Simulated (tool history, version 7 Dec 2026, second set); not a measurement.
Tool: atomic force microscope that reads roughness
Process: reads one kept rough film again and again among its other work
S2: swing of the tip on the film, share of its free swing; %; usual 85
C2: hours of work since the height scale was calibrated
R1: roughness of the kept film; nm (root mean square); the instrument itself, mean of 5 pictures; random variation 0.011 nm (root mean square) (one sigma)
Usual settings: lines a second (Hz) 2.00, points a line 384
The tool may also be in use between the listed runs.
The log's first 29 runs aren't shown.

run 30 hour=817.3 | lines_a_second_(Hz)=2.00 S2=81 points_a_line=270 | pictures_with_this_tip=154 C2=638 | R1=2.507
run 31 hour=844.5 | lines_a_second_(Hz)=2.00 S2=80 points_a_line=384 | pictures_with_this_tip=180 C2=650 | R1=2.545
run 32 hour=870.5 | lines_a_second_(Hz)=3.75 S2=70 points_a_line=384 | pictures_with_this_tip=204 C2=662 | R1=2.510
-- hour=883.1 new tip fitted
run 33 hour=887.5 | lines_a_second_(Hz)=2.00 S2=59 points_a_line=337 | pictures_with_this_tip=4 C2=669 | R1=2.932
run 34 hour=919.6 | lines_a_second_(Hz)=1.50 S2=70 points_a_line=269 | pictures_with_this_tip=34 C2=683 | R1=2.841
run 35 hour=946.2 | lines_a_second_(Hz)=0.57 S2=69 points_a_line=667 | pictures_with_this_tip=59 C2=695 | R1=3.028
run 36 hour=982.5 | lines_a_second_(Hz)=0.57 S2=69 points_a_line=667 | pictures_with_this_tip=93 C2=711 | R1=3.018
run 37 hour=1000.0 | lines_a_second_(Hz)=2.68 S2=85 points_a_line=352 | pictures_with_this_tip=109 C2=719 | R1=2.261
run 38 hour=1029.1 | lines_a_second_(Hz)=1.14 S2=79 points_a_line=924 | pictures_with_this_tip=137 C2=732 | R1=2.793
run 39 hour=1061.0 | lines_a_second_(Hz)=1.14 S2=79 points_a_line=924 | pictures_with_this_tip=166 C2=746 | R1=2.806
run 40 hour=1081.3 | lines_a_second_(Hz)=1.13 S2=79 points_a_line=612 | pictures_with_this_tip=185 C2=755 | R1=2.811
-- hour=1114.4 new tip fitted
run 41 hour=1115.7 | lines_a_second_(Hz)=1.13 S2=79 points_a_line=612 | pictures_with_this_tip=1 C2=770 | R1=2.783
run 42 hour=1140.9 | lines_a_second_(Hz)=0.92 S2=79 points_a_line=349 | pictures_with_this_tip=24 C2=781 | R1=2.832
run 43 hour=1159.2 | lines_a_second_(Hz)=0.92 S2=79 points_a_line=349 | pictures_with_this_tip=41 C2=789 | R1=2.823
run 44 hour=1182.5 | lines_a_second_(Hz)=0.92 S2=79 points_a_line=573 | pictures_with_this_tip=63 C2=800 | R1=2.818
run 45 hour=1211.5 | lines_a_second_(Hz)=0.92 S2=79 points_a_line=573 | pictures_with_this_tip=90 C2=813 | R1=2.850
run 46 hour=1243.6 | lines_a_second_(Hz)=1.12 S2=74 points_a_line=603 | pictures_with_this_tip=120 C2=827 | R1=2.863
run 47 hour=1279.6 | lines_a_second_(Hz)=1.86 S2=74 points_a_line=1003 | pictures_with_this_tip=154 C2=843 | R1=2.739
run 48 hour=1315.5 | lines_a_second_(Hz)=1.86 S2=74 points_a_line=1003 | pictures_with_this_tip=187 C2=859 | R1=2.717
run 49 hour=1339.0 | lines_a_second_(Hz)=2.00 S2=60 points_a_line=700 | pictures_with_this_tip=209 C2=869 | R1=2.910
-- hour=1345.5 new tip fitted
run 50 hour=1371.9 | lines_a_second_(Hz)=2.00 S2=60 points_a_line=700 | pictures_with_this_tip=24 C2=884 | R1=2.936

5 ways to go on from here, each from the tool as it stands after run 50. What would each give?
run A hour=1403.5 | lines_a_second_(Hz)=0.50 S2=55 points_a_line=469 | pictures_with_this_tip=54 C2=898 | R1=?
run B hour=1403.5 | lines_a_second_(Hz)=2.00 S2=85 points_a_line=609 | pictures_with_this_tip=54 C2=898 | R1=?
run C hour=1403.5 | lines_a_second_(Hz)=0.64 S2=73 points_a_line=987 | pictures_with_this_tip=54 C2=898 | R1=?
run D hour=1403.5 | lines_a_second_(Hz)=2.00 S2=83 points_a_line=700 | pictures_with_this_tip=54 C2=898 | R1=?
run E hour=1403.5 | lines_a_second_(Hz)=1.24 S2=57 points_a_line=746 | pictures_with_this_tip=54 C2=898 | R1=?

run=A R1=3.067
run=B R1=2.453
run=C R1=2.982
run=D R1=2.493
run=E R1=3.020
Without the tool's hidden state the same runs would have given:
run=A R1=3.069
run=B R1=2.455
run=C R1=2.985
run=D R1=2.495
run=E R1=3.023
